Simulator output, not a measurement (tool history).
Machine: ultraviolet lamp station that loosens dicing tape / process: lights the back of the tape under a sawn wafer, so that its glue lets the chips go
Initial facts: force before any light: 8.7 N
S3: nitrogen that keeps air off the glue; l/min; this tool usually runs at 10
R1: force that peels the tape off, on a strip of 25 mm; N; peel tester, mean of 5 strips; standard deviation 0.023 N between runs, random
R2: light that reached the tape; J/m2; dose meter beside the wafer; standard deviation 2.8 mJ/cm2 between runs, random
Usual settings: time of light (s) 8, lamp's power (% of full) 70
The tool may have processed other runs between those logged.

Run 1, day 0.000: usual settings. Result: R1 1.335 N, R2 3610 J/m2.
Run 2, day 0.300: usual settings but lamp's power (% of full) 88. Result: R1 0.818 N, R2 4460 J/m2.
Run 3, day 0.588: usual settings but lamp's power (% of full) 88. Result: R1 0.834 N, R2 4460 J/m2.
Run 4, day 0.862: usual settings but S3 4 l/min. Result: R1 1.862 N, R2 3580 J/m2.
Run 5, day 1.233: usual settings but S3 4 l/min. Result: R1 1.961 N, R2 3560 J/m2.
Run 6, day 1.617: usual settings but S3 4 l/min. Result: R1 1.895 N, R2 3610 J/m2.
Run 7, day 1.975: usual settings but S3 4 l/min. Result: R1 2.012 N, R2 3550 J/m2.
Run 8, day 2.142: usual settings but S3 4 l/min. Result: R1 1.983 N, R2 3550 J/m2.
Run 9, day 2.475: usual settings but lamp's power (% of full) 93. Result: R1 0.762 N, R2 4690 J/m2.
At day 2.529: window cleaned of glue's vapour.
Run 10, day 2.654: usual settings but time of light (s) 9. Result: R1 1.113 N, R2 3880 J/m2.
Run 11, day 2.896: usual settings but time of light (s) 9. Result: R1 1.132 N, R2 3830 J/m2.
Run 12, day 3.233: usual settings but time of light (s) 9. Result: R1 1.099 N, R2 3880 J/m2.
At day 3.512: window cleaned of glue's vapour, once more.
Run 13, day 3.629: usual settings. Result: R1 1.294 N, R2 3620 J/m2.
Run 14, day 3.917: usual settings but lamp's power (% of full) 75. Result: R1 1.135 N, R2 3910 J/m2.
Run 15, day 4.092: usual settings but time of light (s) 15. Result: R1 0.320 N, R2 6840 J/m2.
Run 16, day 4.304: usual settings but time of light (s) 4, lamp's power (% of full) 82, S3 9 l/min. Result: R1 2.890 N, R2 2070 J/m2.
Run 17, day 4.633: usual settings but time of light (s) 4, lamp's power (% of full) 82, S3 9 l/min. Result: R1 2.846 N, R2 2080 J/m2.
Run 18, day 4.904: usual settings but lamp's power (% of full) 86, S3 9 l/min. Result: R1 0.906 N, R2 4460 J/m2.
Run 19, day 5.067: usual settings but time of light (s) 7, lamp's power (% of full) 63, S3 9 l/min. Result: R1 1.965 N, R2 2830 J/m2.
Run 20, day 5.267: usual settings but time of light (s) 7, lamp's power (% of full) 63, S3 9 l/min. Result: R1 2.037 N, R2 2850 J/m2.
Run 21, day 5.567: usual settings but time of light (s) 7, lamp's power (% of full) 64, S3 7 l/min. Result: R1 2.111 N, R2 2840 J/m2.
Run 22, day 5.954: usual settings but time of light (s) 7, lamp's power (% of full) 64, S3 7 l/min. Result: R1 2.185 N, R2 2860 J/m2.
Run 23, day 6.129: usual settings but time of light (s) 7, lamp's power (% of full) 64, S3 7 l/min. Result: R1 2.098 N, R2 2880 J/m2.
Run 24, day 6.429: usual settings but time of light (s) 5, S3 6 l/min. Result: R1 2.946 N, R2 2230 J/m2.
Run 25, day 6.771: usual settings but lamp's power (% of full) 61. Result: R1 1.644 N, R2 3090 J/m2.
Run 26, day 7.075: usual settings but time of light (s) 5, lamp's power (% of full) 71. Result: R1 2.530 N, R2 2280 J/m2.
Run 27, day 7.246: usual settings but time of light (s) 5, lamp's power (% of full) 71, S3 7 l/min. Result: R1 2.868 N, R2 2270 J/m2.
Run 28, day 7.442: usual settings but time of light (s) 6, lamp's power (% of full) 67, S3 3 l/min. Result: R1 3.291 N, R2 2530 J/m2.
Run 29, day 7.712: usual settings but lamp's power (% of full) 98. Result: R1 0.681 N, R2 4990 J/m2.

Each row is a separate what-if for the run after 29, all from the same tool condition, not one after another. Results?
Run A, day 8.108: usual settings but time of light (s) 5, lamp's power (% of full) 74, S3 6 l/min. Result: R1 ?, R2 ?.
Run B, day 8.108: usual settings but lamp's power (% of full) 98, S3 16 l/min. Result: R1 ?, R2 ?.
Run C, day 8.108: usual settings but S3 4 l/min. Result: R1 ?, R2 ?.
Run D, day 8.108: usual settings but time of light (s) 14, lamp's power (% of full) 68, S3 9 l/min. Result: R1 ?, R2 ?.
Run E, day 8.108: usual settings but time of light (s) 7, lamp's power (% of full) 77, S3 4 l/min. Result: R1 ?, R2 ?.

run     R1    R2
  A  2.886  2350
  B  0.557  4990
  C  1.942  3560
  D  0.444  6030
  E  2.076  3430
Without the tool's hidden state the same runs would have given:
run     R1    R2
  A  2.597  2570
  B  0.447  5470
  C  1.688  3900
  D  0.355  6610
  E  1.813  3750
